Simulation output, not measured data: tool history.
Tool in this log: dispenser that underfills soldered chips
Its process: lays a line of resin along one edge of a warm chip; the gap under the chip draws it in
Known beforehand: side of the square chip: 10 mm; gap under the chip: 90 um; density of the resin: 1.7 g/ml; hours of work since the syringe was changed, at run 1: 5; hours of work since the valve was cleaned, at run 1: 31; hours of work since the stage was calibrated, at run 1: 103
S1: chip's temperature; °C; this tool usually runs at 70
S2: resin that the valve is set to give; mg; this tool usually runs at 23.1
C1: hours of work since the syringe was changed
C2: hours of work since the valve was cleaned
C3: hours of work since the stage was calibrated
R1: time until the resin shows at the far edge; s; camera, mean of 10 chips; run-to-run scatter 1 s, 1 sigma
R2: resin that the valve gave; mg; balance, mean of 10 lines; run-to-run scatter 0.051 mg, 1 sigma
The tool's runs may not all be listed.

run	hour	S1	S2	C1	C2	C3	R1	R2
1	0	70	23.1	5	31	103	132.1	22.74
2	5.1	70	23.1	9	34	106	158.9	22.81
# hour 8: new syringe of resin
3	9	70	23.1	1	37	109	106.2	22.8
4	13.2	70	23.1	4	40	112	124.6	22.8
5	15.3	70	23.1	5	41	113	134	22.69
6	18.5	70	23.1	7	43	116	152.9	22.69
7	21.3	70	23.1	9	45	117	163.7	22.74
# hour 23.5: new syringe of resin
8	26	70	21.4	2	48	121	111.1	21.01
9	29.9	70	21.4	4	51	123	128.3	21.06
10	32.8	59	23.1	7	53	125	228	22.62
11	36.2	77	23.1	9	56	128	119	22.64
# hour 38.7: new syringe of resin
12	39.8	77	23.1	1	58	130	77.5	22.65
13	43.4	77	23.1	3	60	132	87.7	22.51
14	45.8	79	23.1	5	62	134	88.5	22.62
15	50.8	60	20.4	8	66	138	241.5	19.89
# hour 54: new syringe of resin
16	56.2	60	20.4	2	69	141	174	19.87
17	59	60	20.4	4	71	143	191	19.86
18	61.8	70	21.1	5	73	145	134.4	20.5
19	64.2	70	21.1	7	75	147	148.2	20.51
20	67.5	74	22.4	9	77	149	139	21.85
# hour 69.3: new syringe of resin
21	70.1	67	29.3	1	79	151	116.1	28.41
22	74.2	78	28.9	3	81	153	84	28.09
23	78.2	71	29.9	6	84	156	131.4	29.04
24	81.3	71	29.9	8	86	158	146.1	28.92
# hour 84.8: new syringe of resin
25	86.7	58	22.7	1	90	162	182.2	22
26	88.8	82	21.9	3	91	163	71.5	21.16
27	92.4	82	21.3	5	94	166	82	20.6

What if the next run were any one of these 4? Each begins from the tool's condition after run 27:
A	96	71	20.5	8	96	168	?	?
B	96	66	21.3	8	96	168	?	?
C	96	75	20	8	96	168	?	?
D	96	67	21.8	8	96	168	?	?

run	R1	R2
A	151.6	19.95
B	179.9	20.55
C	126.8	19.27
D	172.4	20.98
Take away the tool's hidden state, keep each run's random variation, and the runs would have read:
run	R1	R2
A	100.4	20.67
B	119.2	21.3
C	83.9	19.97
D	114.3	21.75
